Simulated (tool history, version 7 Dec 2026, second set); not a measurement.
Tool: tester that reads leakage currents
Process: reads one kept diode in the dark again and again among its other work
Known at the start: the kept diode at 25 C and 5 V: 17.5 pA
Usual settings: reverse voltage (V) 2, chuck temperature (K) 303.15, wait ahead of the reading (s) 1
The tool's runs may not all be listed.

run,hour,reverse voltage (V),chuck temperature (K),wait ahead of the reading (s),current that the tester gives (pA)
1,0,2,303.15,1,20.4
2,73,2,303.15,1,20.6
3,113.3,2,303.15,1,20.55
4,160.8,2,303.15,1,20.48
5,228.3,2,303.15,1,20.48
6,301.1,2,303.15,1,20.6
7,345.5,2,303.15,1,20.54
8,397.7,2,303.15,1,20.57
9,462.9,2,303.15,1,20.54
10,522.2,2,303.15,1,20.58
11,602.5,2,303.15,1,20.71
12,638.6,2,303.15,1,20.73
13,707.6,2,303.15,1,20.62
14,768.9,2,303.15,1,20.64
15,836.9,2,303.15,1,20.71
16,911.4,2,303.15,1,20.6
17,947.7,2,303.15,4.57,20.51
18,1036,2,303.15,4.57,20.38
# hour 1085.7: chuck's temperature calibrated
19,1085.7,2,303.15,4.57,21.35
20,1174,2,303.15,4.57,21.45
21,1236.4,3.54,294.15,0.55,16.65
22,1318.9,3.1,318.15,0.52,67.89
23,1373.7,3.1,318.15,1.32,66.45
# hour 1382.1: probe card cleaned and baked
24,1433.9,3.1,310.15,2.7,36.7
25,1475.5,2,303.15,1.29,19.58
26,1552.6,2,303.15,1.29,19.54
27,1606.4,2,317.15,0.44,52.31
28,1651.6,5.34,295.15,1.35,15.53
29,1708.6,5.34,295.15,1.35,15.49
30,1763.9,2.89,303.15,0.51,22.7
31,1849.1,16.36,301.15,0.51,40.04
32,1900.6,1.31,333.15,0.62,125.99
33,1955.5,2,303.15,3.6,19.48
34,2018.1,2,297.15,0.44,13.44
35,2053.9,19.63,314.15,0.44,95.62
36,2110.3,2.37,303.15,7.16,20.63
37,2188.8,2.37,303.15,7.16,20.6
38,2249.8,2,325.15,3.31,86.4
39,2324.9,2,325.15,3.31,85.84
40,2410.5,2,317.15,0.42,52.32

Forecast each of these 4 alternatives for the next run:
A,2457,1.04,303.15,4.19,?
B,2457,13.35,301.15,5.87,?
C,2457,2,302.15,2.13,?
D,2457,6.43,303.15,1.36,?

run,current that the tester gives (pA)
A,15.85
B,33.86
C,18.19
D,29.93
Without the tool's hidden state the same runs would have given:
run,current that the tester gives (pA)
A,16.01
B,30.27
C,18.1
D,28.61
